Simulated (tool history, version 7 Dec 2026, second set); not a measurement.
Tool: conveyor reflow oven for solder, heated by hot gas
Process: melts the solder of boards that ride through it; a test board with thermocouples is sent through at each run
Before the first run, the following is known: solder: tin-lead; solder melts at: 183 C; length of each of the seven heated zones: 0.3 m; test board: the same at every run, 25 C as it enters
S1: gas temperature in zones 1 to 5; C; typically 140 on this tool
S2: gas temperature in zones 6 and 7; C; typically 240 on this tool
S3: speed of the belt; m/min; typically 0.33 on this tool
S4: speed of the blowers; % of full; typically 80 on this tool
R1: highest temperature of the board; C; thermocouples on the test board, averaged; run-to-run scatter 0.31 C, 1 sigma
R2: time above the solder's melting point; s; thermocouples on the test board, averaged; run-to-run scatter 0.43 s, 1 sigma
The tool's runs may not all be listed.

run	hour	S1	S2	S3	S4	R1	R2
1	0	140	240	0.33	80	229.1	95.8
2	18.3	140	240	0.33	54	223.5	90.2
3	34.6	140	240	0.33	54	223.8	90
4	50.2	137	240	0.33	54	223.9	88
# hour 71.6: thermocouples of zones 6 and 7 changed
5	74.4	148	240	0.33	54	222.3	93
6	92.6	148	240	0.33	59	223.3	93.7
7	115.6	148	240	0.33	59	223.6	93.8
8	146.4	138	240	0.33	80	224.7	91.1
9	170.8	140	240	0.33	60	221.5	88.1
10	202.3	140	240	0.33	60	221.6	87.8
11	225.6	147	240	0.33	80	226.4	97.1
12	251.3	131	240	0.33	80	223.9	85.9
13	281.5	131	240	0.33	80	223.7	86.8
14	300.1	140	240	0.33	80	225.2	92
# hour 323.2: flux residue cleaned out of gas plates and filters
15	332.5	140	240	0.33	80	228	95.2
16	357.8	140	240	0.33	80	227.8	95.1
17	372.7	140	240	0.33	54	222.9	89.6
18	401.2	140	240	0.33	54	222.2	88.5
19	421.3	140	231	0.279	80	222.8	110.4
20	438.3	140	228	0.279	80	220.8	107.1
21	467.8	144	228	0.279	82	221.2	110.8
22	498.2	144	228	0.279	82	221.5	110.5
23	518.1	140	243	0.33	58	226.2	93.7
24	531.2	133	243	0.33	62	225.6	89.5
25	557.2	133	243	0.33	62	225.9	88.6
26	585.3	127	248	0.316	64	231.1	95.6
27	614.8	127	242	0.316	64	225.4	91.1
28	632.2	127	242	0.316	64	225.9	91.1
29	656.6	127	242	0.316	64	225.5	90.4
30	670.2	153	237	0.277	51	226.4	119.9
31	686.9	137	240	0.33	80	226.8	92.3
32	701.7	128	242	0.266	64	231	114.9

Forecast each of these 3 alternatives for the next run:
A	727.8	128	255	0.32	64	?	?
B	727.8	128	242	0.266	55	?	?
C	727.8	136	229	0.308	80	?	?

run	R1	R2
A	236.9	99.8
B	228.9	113.3
C	218.4	92.1
With the hidden condition removed and each run's random variation left untouched, the same runs would have given:
run	R1	R2
A	237	97.9
B	228.6	111
C	218.3	90.7
